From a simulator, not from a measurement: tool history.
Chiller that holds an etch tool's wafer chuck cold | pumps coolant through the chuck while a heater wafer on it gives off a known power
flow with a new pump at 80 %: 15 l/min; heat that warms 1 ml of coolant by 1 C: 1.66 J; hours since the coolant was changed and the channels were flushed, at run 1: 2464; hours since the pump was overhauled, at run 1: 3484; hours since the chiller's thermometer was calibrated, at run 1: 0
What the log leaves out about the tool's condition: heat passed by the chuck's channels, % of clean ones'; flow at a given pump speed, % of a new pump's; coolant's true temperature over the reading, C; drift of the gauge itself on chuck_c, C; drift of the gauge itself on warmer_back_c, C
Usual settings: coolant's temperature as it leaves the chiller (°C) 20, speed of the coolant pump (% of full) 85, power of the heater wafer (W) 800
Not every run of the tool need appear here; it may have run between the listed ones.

run,hour,coolant's temperature as it leaves the chiller (°C),speed of the coolant pump (% of full),power of the heater wafer (W),hours since the coolant was changed and the channels were flushed,hours since the pump was overhauled,hours since the chiller's thermometer was calibrated,chuck's temperature once it has settled (°C),how much warmer the coolant comes back (C)
1,0.0,20,85,800,2464,3484,0,29.6,2.00
2,59.7,28,85,800,2524,3544,60,37.5,2.03
3,101.1,28,85,800,2565,3585,101,37.5,2.02
4,165.6,28,85,800,2630,3650,166,37.6,2.00
5,200.4,28,85,800,2664,3684,200,37.7,2.06
6,231.8,28,85,800,2696,3716,232,37.9,2.06
# hour 235.8: chiller's thermometer calibrated
7,262.7,28,85,800,2726,3746,27,37.7,2.02
8,314.8,28,73,800,2778,3798,79,39.1,2.37
9,377.9,13,85,749,2841,3861,142,22.2,1.91
10,448.2,10,85,800,2911,3931,212,20.1,2.05
11,502.7,20,87,590,2966,3986,267,27.3,1.48
12,538.5,20,87,590,3001,4022,303,27.1,1.49
13,582.9,17,82,1005,3046,4066,347,29.8,2.65
14,614.8,20,94,659,3078,4098,379,27.5,1.54

Consider 4 possible next runs. They are alternatives, not a sequence: every one starts from the tool as it was left by run 14. What does each give?
# hour 632.4: chiller's thermometer calibrated, once more
A,649.0,20,85,1079,3111,4131,17,?,?
# hour 632.4: chiller's thermometer calibrated, once more
B,649.0,20,63,1077,3111,4131,17,?,?
# hour 632.4: chiller's thermometer calibrated, once more
C,649.0,11,85,487,3111,4131,17,?,?
# hour 632.4: chiller's thermometer calibrated, once more
D,649.0,15,94,726,3111,4131,17,?,?

run,chuck's temperature once it has settled (°C),how much warmer the coolant comes back (C)
A,33.3,2.76
B,36.8,3.71
C,17.1,1.26
D,23.1,1.69
Without the tool's hidden state the same runs would have given:
run,chuck's temperature once it has settled (°C),how much warmer the coolant comes back (C)
A,31.1,2.44
B,34.1,3.28
C,16.1,1.11
D,21.8,1.49
